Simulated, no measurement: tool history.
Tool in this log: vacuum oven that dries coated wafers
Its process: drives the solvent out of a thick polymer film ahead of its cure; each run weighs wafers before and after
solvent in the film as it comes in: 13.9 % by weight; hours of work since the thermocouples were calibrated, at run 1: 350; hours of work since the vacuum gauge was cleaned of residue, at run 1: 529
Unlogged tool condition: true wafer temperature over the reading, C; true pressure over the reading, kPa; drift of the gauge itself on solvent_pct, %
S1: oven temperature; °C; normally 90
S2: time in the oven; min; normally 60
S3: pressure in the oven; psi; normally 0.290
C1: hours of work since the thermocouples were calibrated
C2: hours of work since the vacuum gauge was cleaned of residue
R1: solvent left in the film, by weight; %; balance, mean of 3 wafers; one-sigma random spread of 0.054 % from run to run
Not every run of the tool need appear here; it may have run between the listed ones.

{"run": 1, "hour": 0.0, "S1": 90, "S2": 60, "S3": 0.29, "C1": 350, "C2": 529, "R1": 2.3}
{"run": 2, "hour": 13.7, "S1": 90, "S2": 60, "S3": 0.29, "C1": 356, "C2": 535, "R1": 2.35}
{"run": 3, "hour": 33.6, "S1": 90, "S2": 60, "S3": 0.29, "C1": 366, "C2": 545, "R1": 2.33}
{"run": 4, "hour": 48.2, "S1": 90, "S2": 60, "S3": 0.29, "C1": 373, "C2": 552, "R1": 2.32}
{"run": 5, "hour": 63.2, "S1": 92, "S2": 60, "S3": 0.29, "C1": 380, "C2": 559, "R1": 2.12}
{"run": 6, "hour": 72.4, "S1": 92, "S2": 60, "S3": 0.29, "C1": 384, "C2": 563, "R1": 2.13}
{"run": 7, "hour": 88.0, "S1": 92, "S2": 60, "S3": 0.29, "C1": 392, "C2": 571, "R1": 2.03}
{"run": 8, "hour": 106.9, "S1": 92, "S2": 60, "S3": 0.29, "C1": 401, "C2": 580, "R1": 2.08}
{"run": 9, "hour": 118.8, "S1": 92, "S2": 60, "S3": 0.29, "C1": 406, "C2": 585, "R1": 2.05}
{"run": 10, "hour": 129.9, "S1": 90, "S2": 60, "S3": 0.29, "C1": 412, "C2": 591, "R1": 2.28}
{"run": 11, "hour": 140.1, "S1": 90, "S2": 30, "S3": 0.29, "C1": 416, "C2": 595, "R1": 4.69}
{"run": 12, "hour": 151.7, "S1": 90, "S2": 60, "S3": 0.29, "C1": 422, "C2": 601, "R1": 2.29}
{"run": 13, "hour": 165.1, "S1": 90, "S2": 60, "S3": 0.29, "C1": 428, "C2": 607, "R1": 2.33}
{"run": 14, "hour": 180.2, "S1": 90, "S2": 60, "S3": 0.29, "C1": 436, "C2": 615, "R1": 2.38}
{"run": 15, "hour": 191.4, "S1": 90, "S2": 60, "S3": 0.29, "C1": 441, "C2": 620, "R1": 2.33}
{"run": 16, "hour": 204.5, "S1": 90, "S2": 60, "S3": 0.29, "C1": 447, "C2": 626, "R1": 2.29}
{"run": 17, "hour": 223.5, "S1": 90, "S2": 89, "S3": 0.168, "C1": 456, "C2": 635, "R1": 1.06}
{"run": 18, "hour": 236.3, "S1": 90, "S2": 89, "S3": 0.168, "C1": 462, "C2": 641, "R1": 1.05}
{"run": 19, "hour": 251.6, "S1": 91, "S2": 33, "S3": 0.171, "C1": 470, "C2": 649, "R1": 3.89}
{"hour": 254.6, "done": "vacuum gauge cleaned of residue and calibrated"}
{"run": 20, "hour": 270.1, "S1": 88, "S2": 33, "S3": 0.743, "C1": 478, "C2": 7, "R1": 5.81}
{"run": 21, "hour": 285.9, "S1": 76, "S2": 58, "S3": 0.408, "C1": 485, "C2": 15, "R1": 5.31}
{"run": 22, "hour": 301.2, "S1": 76, "S2": 58, "S3": 0.408, "C1": 492, "C2": 22, "R1": 5.5}
{"run": 23, "hour": 316.2, "S1": 90, "S2": 90, "S3": 0.387, "C1": 500, "C2": 29, "R1": 1.73}
{"hour": 322.0, "done": "vacuum gauge cleaned of residue and calibrated, once more"}
{"run": 24, "hour": 332.9, "S1": 90, "S2": 90, "S3": 0.387, "C1": 507, "C2": 5, "R1": 1.62}
{"run": 25, "hour": 350.9, "S1": 90, "S2": 90, "S3": 0.387, "C1": 515, "C2": 14, "R1": 1.72}
{"run": 26, "hour": 359.2, "S1": 83, "S2": 90, "S3": 0.251, "C1": 519, "C2": 18, "R1": 2.09}
{"run": 27, "hour": 367.9, "S1": 83, "S2": 90, "S3": 0.251, "C1": 524, "C2": 22, "R1": 2.17}
{"run": 28, "hour": 384.7, "S1": 98, "S2": 90, "S3": 0.175, "C1": 532, "C2": 30, "R1": 0.54}
{"run": 29, "hour": 402.6, "S1": 102, "S2": 90, "S3": 0.158, "C1": 540, "C2": 38, "R1": 0.34}

Run by run, hidden condition taken away, random variation retained:
run=1 R1=2.22
run=2 R1=2.27
run=3 R1=2.24
run=4 R1=2.23
run=5 R1=2.03
run=6 R1=2.04
run=7 R1=1.94
run=8 R1=1.99
run=9 R1=1.96
run=10 R1=2.18
run=11 R1=4.59
run=12 R1=2.18
run=13 R1=2.23
run=14 R1=2.27
run=15 R1=2.22
run=16 R1=2.18
run=17 R1=0.98
run=18 R1=0.96
run=19 R1=3.77
run=20 R1=5.67
run=21 R1=5.13
run=22 R1=5.31
run=23 R1=1.62
run=24 R1=1.57
run=25 R1=1.66
run=26 R1=2.02
run=27 R1=2.09
run=28 R1=0.51
run=29 R1=0.32

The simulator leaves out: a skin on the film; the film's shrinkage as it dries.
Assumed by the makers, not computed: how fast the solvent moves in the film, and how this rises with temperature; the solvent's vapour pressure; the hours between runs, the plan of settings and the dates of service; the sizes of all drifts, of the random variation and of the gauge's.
